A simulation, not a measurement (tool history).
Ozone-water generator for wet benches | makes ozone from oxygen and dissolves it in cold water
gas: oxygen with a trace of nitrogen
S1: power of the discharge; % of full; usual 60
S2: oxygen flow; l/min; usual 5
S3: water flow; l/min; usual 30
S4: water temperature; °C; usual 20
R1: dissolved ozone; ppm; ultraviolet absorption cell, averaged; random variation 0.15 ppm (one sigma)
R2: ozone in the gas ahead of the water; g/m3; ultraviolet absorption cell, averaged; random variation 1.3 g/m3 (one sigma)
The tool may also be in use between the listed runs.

run	hour	S1	S2	S3	S4	R1	R2
1	0	60	5	30	20	16.1	241.2
2	27.5	60	5	30	20	16.3	237.1
3	62.4	65	5	30	20	17.1	246.6
4	94	60	5	22	20	21.8	241
5	116.1	60	5	30	20	16.3	243
6	144	60	5	30	20	15.9	240.9
7	177.6	60	5	30	20	16.3	238
8	200.6	60	5	35	20	13.7	238
9	232.4	60	5	30	20	16	239.4
10	246.5	60	5	29	20	16.8	241.3
11	271.5	60	5	29	20	16.6	240.1
12	291.4	60	5	29	20	16.5	238.9
13	314.4	60	5	29	20	16.4	239.9
14	331.3	60	5	29	20	16.6	237.8
15	364.2	48	5	30	20	14.1	213.2
16	378.3	60	5	19	20	24.1	239.4
17	399.1	60	5	30	18	16.4	236.9
18	426.8	61	4.66	28	14	18.5	249.3
19	446.1	42	4.66	28	27	13.2	207.5
20	460.4	81	5	30	25	17.3	275.6
21	484.5	81	6.28	30	25	17	238.6
22	501.5	45	6.28	30	18	14.2	177.6
23	519.4	45	3.12	40	27	9.2	277.9
24	547	45	3.12	40	27	9.4	277.8
25	570.9	45	3.12	40	27	9	276.5
26	592.1	45	3.12	40	27	9.1	279.2
27	622.9	45	3.12	40	27	9.1	277.5
28	641.5	60	5	46	20	9.8	236.2
29	667.5	60	3.78	30	20	15.6	283.9
30	696.5	60	5	31	20	15.2	238.4
31	717.3	58	5.75	29	14	17	212.5
32	740.2	58	5.75	29	14	17.3	212.1

Forecast each of these 3 alternatives for the next run:
A	755.9	58	5.75	24	16	?	?
B	755.9	58	2.99	34	25	?	?
C	755.9	82	8.97	29	13	?	?

run	R1	R2
A	20.1	212.6
B	12.5	322
C	20.1	191
Without the tool's hidden state the same runs would have given:
run	R1	R2
A	22.2	221
B	13.9	334.7
C	22.5	200
